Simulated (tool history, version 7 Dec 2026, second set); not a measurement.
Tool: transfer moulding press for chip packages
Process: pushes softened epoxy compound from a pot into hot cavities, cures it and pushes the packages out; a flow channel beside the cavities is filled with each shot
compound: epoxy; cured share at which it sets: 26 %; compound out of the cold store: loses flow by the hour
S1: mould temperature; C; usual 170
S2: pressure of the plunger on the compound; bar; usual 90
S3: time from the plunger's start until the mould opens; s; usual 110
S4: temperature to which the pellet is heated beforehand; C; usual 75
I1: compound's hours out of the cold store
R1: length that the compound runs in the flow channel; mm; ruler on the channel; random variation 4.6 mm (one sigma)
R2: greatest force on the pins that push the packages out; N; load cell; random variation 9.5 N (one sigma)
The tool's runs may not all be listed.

run 1 hour=0 | S1=170 S2=90 S3=110 S4=75 | I1=32.6 | R1=721 R2=432
run 2 hour=40.6 | S1=170 S2=90 S3=110 S4=75 | I1=27.8 | R1=756 R2=422
-- hour=51 cavities cleaned with cleaning compound and waxed
run 3 hour=60 | S1=170 S2=90 S3=110 S4=75 | I1=26 | R1=758 R2=430
-- hour=103.3 cavities cleaned with cleaning compound and waxed
run 4 hour=103.3 | S1=170 S2=90 S3=110 S4=74 | I1=14.5 | R1=825 R2=439
run 5 hour=125.4 | S1=173 S2=90 S3=110 S4=74 | I1=40.8 | R1=678 R2=384
run 6 hour=147.6 | S1=173 S2=88.2 S3=110 S4=74 | I1=23 | R1=762 R2=391
-- hour=156.7 cavities cleaned with cleaning compound and waxed
-- hour=188.1 plunger's sealing rings changed
run 7 hour=192 | S1=170 S2=90 S3=110 S4=75 | I1=30.4 | R1=747 R2=432
-- hour=212.1 cavities cleaned with cleaning compound and waxed
run 8 hour=228.1 | S1=170 S2=90 S3=110 S4=65 | I1=34.8 | R1=723 R2=422
run 9 hour=261.5 | S1=170 S2=90 S3=110 S4=69 | I1=15.2 | R1=821 R2=449
-- hour=266.4 cavities cleaned with cleaning compound and waxed
run 10 hour=303 | S1=167 S2=80.1 S3=131 S4=81 | I1=28 | R1=725 R2=416
-- hour=320 cavities cleaned with cleaning compound and waxed
-- hour=342.8 mould's thermocouples calibrated
run 11 hour=343.2 | S1=166 S2=90 S3=110 S4=75 | I1=35.4 | R1=724 R2=528
run 12 hour=371.5 | S1=166 S2=97.2 S3=110 S4=75 | I1=15.7 | R1=862 R2=554
-- hour=375.5 cavities cleaned with cleaning compound and waxed
run 13 hour=413.9 | S1=162 S2=90 S3=110 S4=76 | I1=43 | R1=715 R2=688
-- hour=429.6 cavities cleaned with cleaning compound and waxed
run 14 hour=445.2 | S1=170 S2=72.8 S3=110 S4=75 | I1=36 | R1=634 R2=437
-- hour=482.8 cavities cleaned with cleaning compound and waxed
run 15 hour=486 | S1=170 S2=72.8 S3=110 S4=75 | I1=37.5 | R1=635 R2=413
run 16 hour=513.9 | S1=169 S2=90 S3=124 S4=69 | I1=35.7 | R1=717 R2=399
-- hour=536.1 cavities cleaned with cleaning compound and waxed
run 17 hour=558.6 | S1=169 S2=90 S3=124 S4=69 | I1=21.1 | R1=792 R2=404
-- hour=588.8 cavities cleaned with cleaning compound and waxed
run 18 hour=597.7 | S1=170 S2=80.9 S3=108 S4=75 | I1=30.7 | R1=695 R2=433

Forecast each of these 3 alternatives for the next run:
run A hour=636.3 | S1=174 S2=80.9 S3=108 S4=74 | I1=25 | R1=? R2=?
run B hour=636.3 | S1=170 S2=90.6 S3=143 S4=75 | I1=8.9 | R1=? R2=?
run C hour=636.3 | S1=170 S2=80.9 S3=132 S4=83 | I1=20.4 | R1=? R2=?

run=A R1=708 R2=405
run=B R1=860 R2=384
run=C R1=750 R2=374
Without the tool's hidden state the same runs would have given:
run=A R1=709 R2=401
run=B R1=862 R2=381
run=C R1=751 R2=370

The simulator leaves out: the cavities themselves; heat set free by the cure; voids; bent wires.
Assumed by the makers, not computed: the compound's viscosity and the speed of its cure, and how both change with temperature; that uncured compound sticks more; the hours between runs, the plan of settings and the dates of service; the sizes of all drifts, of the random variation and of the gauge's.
